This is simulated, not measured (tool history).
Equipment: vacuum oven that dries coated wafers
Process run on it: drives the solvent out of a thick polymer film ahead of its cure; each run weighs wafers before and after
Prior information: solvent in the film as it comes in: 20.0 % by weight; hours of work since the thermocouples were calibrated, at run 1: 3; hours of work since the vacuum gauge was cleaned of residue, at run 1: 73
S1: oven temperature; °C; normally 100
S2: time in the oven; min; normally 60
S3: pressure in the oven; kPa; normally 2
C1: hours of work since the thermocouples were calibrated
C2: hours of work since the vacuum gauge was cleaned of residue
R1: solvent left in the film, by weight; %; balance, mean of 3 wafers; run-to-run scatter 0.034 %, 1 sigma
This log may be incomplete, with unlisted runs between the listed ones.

run,hour,S1,S2,S3,C1,C2,R1
1,0,100,60,2,3,73,1.88
2,10.8,100,60,2,8,78,1.93
3,21.5,100,60,2,12,82,1.86
4,38.1,100,60,2,20,89,1.94
5,57.7,100,60,1.3,28,98,1.5
6,68.6,100,60,1.16,33,103,1.48
7,78.5,100,60,1.16,37,107,1.48
8,95.8,100,60,1.16,44,114,1.35
9,113,100,60,1.16,52,122,1.43
10,132.6,100,60,1.16,60,130,1.45
11,142.9,100,82,2,65,135,1.48
12,160.9,100,60,2,72,142,1.95
13,184.3,100,60,2,82,152,1.93
14,199.5,100,60,2,89,159,1.97
15,214.9,100,60,2,96,165,1.88
16,230.1,100,60,2,102,172,1.88
17,250.4,97,60,2,111,181,2.54
18,265.4,97,60,2,117,187,2.54
19,276.1,114,65,2.47,122,192,0.87
20,290.1,114,65,2.47,128,198,0.93
21,312.6,93,91,2.47,138,208,2.57
# hour 315.2: vacuum gauge cleaned of residue and calibrated
22,326.1,100,60,4.56,143,5,3.42
23,348.6,112,60,1.64,152,14,0.78
24,359.3,112,60,1.64,157,19,0.76
25,372.3,112,60,3.14,163,25,1.31
# hour 385.5: vacuum gauge cleaned of residue and calibrated, once more
26,393.7,87,76,1.82,171,4,4.35
27,406.1,87,76,1.82,176,9,4.28
28,420.1,96,104,2.94,182,15,2.29
29,432.3,100,60,1.13,188,20,1.43
30,445.9,100,32,5,194,26,5.75
31,457.7,100,32,5,199,31,5.71
32,472.2,100,39,2,205,37,3.24
33,493.1,108,60,2,214,46,0.96
34,504.2,88,64,2,219,51,4.91

3 ways to go on from here, each from the tool as it stands after run 34. What would each give?
A,519.8,101,97,7.04,225,58,?
B,519.8,90,61,5.6,225,58,?
C,519.8,102,60,2,225,58,?

run,R1
A,4.12
B,7.14
C,1.66
Stripped of hidden state, with their random variation kept, the same runs would have yielded:
run,R1
A,4.02
B,6.93
C,1.58
